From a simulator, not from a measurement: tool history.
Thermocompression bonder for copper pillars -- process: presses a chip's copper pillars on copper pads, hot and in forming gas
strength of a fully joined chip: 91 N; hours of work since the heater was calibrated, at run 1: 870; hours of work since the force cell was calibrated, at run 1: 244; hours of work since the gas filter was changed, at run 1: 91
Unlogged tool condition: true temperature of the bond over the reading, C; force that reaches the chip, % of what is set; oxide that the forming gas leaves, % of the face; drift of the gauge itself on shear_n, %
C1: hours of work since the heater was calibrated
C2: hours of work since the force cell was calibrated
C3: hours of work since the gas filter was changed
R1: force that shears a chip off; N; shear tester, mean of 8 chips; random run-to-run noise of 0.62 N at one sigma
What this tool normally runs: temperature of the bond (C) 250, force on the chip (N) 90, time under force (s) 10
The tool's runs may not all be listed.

run 1 hour=0.0 | temperature_of_the_bond_(C)=250 force_on_the_chip_(N)=90 time_under_force_(s)=10 | C1=870 C2=244 C3=91 | R1=36.1
run 2 hour=27.5 | temperature_of_the_bond_(C)=250 force_on_the_chip_(N)=90 time_under_force_(s)=12 | C1=882 C2=255 C3=102 | R1=39.4
-- hour=53.8 forming gas filter changed
run 3 hour=60.7 | temperature_of_the_bond_(C)=250 force_on_the_chip_(N)=90 time_under_force_(s)=22 | C1=895 C2=268 C3=3 | R1=53.0
run 4 hour=101.1 | temperature_of_the_bond_(C)=250 force_on_the_chip_(N)=90 time_under_force_(s)=22 | C1=911 C2=284 C3=19 | R1=51.6
run 5 hour=139.9 | temperature_of_the_bond_(C)=250 force_on_the_chip_(N)=90 time_under_force_(s)=22 | C1=927 C2=300 C3=35 | R1=50.6
run 6 hour=199.8 | temperature_of_the_bond_(C)=250 force_on_the_chip_(N)=120 time_under_force_(s)=10 | C1=951 C2=324 C3=59 | R1=46.0
run 7 hour=255.4 | temperature_of_the_bond_(C)=250 force_on_the_chip_(N)=120 time_under_force_(s)=10 | C1=973 C2=346 C3=81 | R1=45.0
run 8 hour=302.3 | temperature_of_the_bond_(C)=257 force_on_the_chip_(N)=90 time_under_force_(s)=10 | C1=992 C2=365 C3=100 | R1=41.1
-- hour=334.1 forming gas filter changed
run 9 hour=361.3 | temperature_of_the_bond_(C)=230 force_on_the_chip_(N)=90 time_under_force_(s)=10 | C1=1016 C2=389 C3=11 | R1=29.3
run 10 hour=402.6 | temperature_of_the_bond_(C)=250 force_on_the_chip_(N)=72 time_under_force_(s)=10 | C1=1032 C2=405 C3=28 | R1=34.8
run 11 hour=463.2 | temperature_of_the_bond_(C)=250 force_on_the_chip_(N)=68 time_under_force_(s)=10 | C1=1057 C2=430 C3=52 | R1=32.3
run 12 hour=512.3 | temperature_of_the_bond_(C)=250 force_on_the_chip_(N)=68 time_under_force_(s)=10 | C1=1076 C2=450 C3=72 | R1=31.7
run 13 hour=552.4 | temperature_of_the_bond_(C)=250 force_on_the_chip_(N)=75 time_under_force_(s)=10 | C1=1093 C2=466 C3=88 | R1=34.4
run 14 hour=608.8 | temperature_of_the_bond_(C)=250 force_on_the_chip_(N)=75 time_under_force_(s)=10 | C1=1115 C2=489 C3=111 | R1=33.5
-- hour=612.1 forming gas filter changed
run 15 hour=639.8 | temperature_of_the_bond_(C)=250 force_on_the_chip_(N)=75 time_under_force_(s)=9 | C1=1128 C2=501 C3=11 | R1=35.2
run 16 hour=686.4 | temperature_of_the_bond_(C)=250 force_on_the_chip_(N)=78 time_under_force_(s)=10 | C1=1146 C2=520 C3=30 | R1=37.0
-- hour=693.1 force cell calibrated
run 17 hour=730.7 | temperature_of_the_bond_(C)=250 force_on_the_chip_(N)=90 time_under_force_(s)=10 | C1=1164 C2=15 C3=47 | R1=39.0
run 18 hour=785.8 | temperature_of_the_bond_(C)=250 force_on_the_chip_(N)=90 time_under_force_(s)=10 | C1=1186 C2=37 C3=69 | R1=38.8
run 19 hour=843.6 | temperature_of_the_bond_(C)=250 force_on_the_chip_(N)=90 time_under_force_(s)=10 | C1=1209 C2=61 C3=93 | R1=38.3
-- hour=893.9 forming gas filter changed
run 20 hour=904.7 | temperature_of_the_bond_(C)=250 force_on_the_chip_(N)=90 time_under_force_(s)=10 | C1=1234 C2=85 C3=4 | R1=41.3
run 21 hour=954.4 | temperature_of_the_bond_(C)=250 force_on_the_chip_(N)=91 time_under_force_(s)=28 | C1=1254 C2=105 C3=24 | R1=56.2
run 22 hour=998.9 | temperature_of_the_bond_(C)=238 force_on_the_chip_(N)=119 time_under_force_(s)=5 | C1=1272 C2=123 C3=42 | R1=29.6
-- hour=1028.3 force cell calibrated, once more
run 23 hour=1034.3 | temperature_of_the_bond_(C)=224 force_on_the_chip_(N)=128 time_under_force_(s)=26 | C1=1285 C2=2 C3=56 | R1=47.9
run 24 hour=1066.7 | temperature_of_the_bond_(C)=250 force_on_the_chip_(N)=129 time_under_force_(s)=8 | C1=1298 C2=15 C3=69 | R1=47.0
run 25 hour=1100.8 | temperature_of_the_bond_(C)=275 force_on_the_chip_(N)=76 time_under_force_(s)=11 | C1=1312 C2=29 C3=83 | R1=51.8
run 26 hour=1161.9 | temperature_of_the_bond_(C)=254 force_on_the_chip_(N)=90 time_under_force_(s)=9 | C1=1337 C2=54 C3=107 | R1=40.0
-- hour=1176.3 forming gas filter changed
run 27 hour=1211.7 | temperature_of_the_bond_(C)=267 force_on_the_chip_(N)=85 time_under_force_(s)=6 | C1=1356 C2=74 C3=14 | R1=42.8
run 28 hour=1267.0 | temperature_of_the_bond_(C)=222 force_on_the_chip_(N)=90 time_under_force_(s)=10 | C1=1379 C2=96 C3=37 | R1=26.8
run 29 hour=1324.3 | temperature_of_the_bond_(C)=222 force_on_the_chip_(N)=90 time_under_force_(s)=10 | C1=1402 C2=119 C3=60 | R1=25.7
run 30 hour=1376.7 | temperature_of_the_bond_(C)=222 force_on_the_chip_(N)=90 time_under_force_(s)=11 | C1=1423 C2=140 C3=81 | R1=26.3
run 31 hour=1405.8 | temperature_of_the_bond_(C)=225 force_on_the_chip_(N)=90 time_under_force_(s)=8 | C1=1435 C2=152 C3=92 | R1=24.9
run 32 hour=1447.0 | temperature_of_the_bond_(C)=234 force_on_the_chip_(N)=90 time_under_force_(s)=17 | C1=1451 C2=168 C3=109 | R1=37.0
-- hour=1453.9 forming gas filter changed
run 33 hour=1484.4 | temperature_of_the_bond_(C)=241 force_on_the_chip_(N)=105 time_under_force_(s)=17 | C1=1466 C2=183 C3=12 | R1=51.0
run 34 hour=1534.6 | temperature_of_the_bond_(C)=241 force_on_the_chip_(N)=105 time_under_force_(s)=17 | C1=1486 C2=204 C3=33 | R1=48.1
run 35 hour=1564.9 | temperature_of_the_bond_(C)=251 force_on_the_chip_(N)=105 time_under_force_(s)=9 | C1=1499 C2=216 C3=45 | R1=45.4
run 36 hour=1603.1 | temperature_of_the_bond_(C)=245 force_on_the_chip_(N)=105 time_under_force_(s)=7 | C1=1514 C2=231 C3=60 | R1=37.0
run 37 hour=1655.2 | temperature_of_the_bond_(C)=236 force_on_the_chip_(N)=71 time_under_force_(s)=25 | C1=1535 C2=252 C3=81 | R1=40.0
run 38 hour=1693.7 | temperature_of_the_bond_(C)=236 force_on_the_chip_(N)=71 time_under_force_(s)=25 | C1=1550 C2=268 C3=97 | R1=39.4

Forecast each of these 3 alternatives for the next run:
-- hour=1732.3 forming gas filter changed
run A hour=1742.4 | temperature_of_the_bond_(C)=227 force_on_the_chip_(N)=76 time_under_force_(s)=11 | C1=1570 C2=287 C3=4 | R1=?
-- hour=1732.3 forming gas filter changed
run B hour=1742.4 | temperature_of_the_bond_(C)=238 force_on_the_chip_(N)=102 time_under_force_(s)=14 | C1=1570 C2=287 C3=4 | R1=?
-- hour=1732.3 forming gas filter changed
run C hour=1742.4 | temperature_of_the_bond_(C)=246 force_on_the_chip_(N)=70 time_under_force_(s)=14 | C1=1570 C2=287 C3=4 | R1=?

run=A R1=27.7
run=B R1=44.0
run=C R1=39.6
Without the tool's hidden state the same runs would have given:
run=A R1=22.7
run=B R1=37.2
run=C R1=33.4
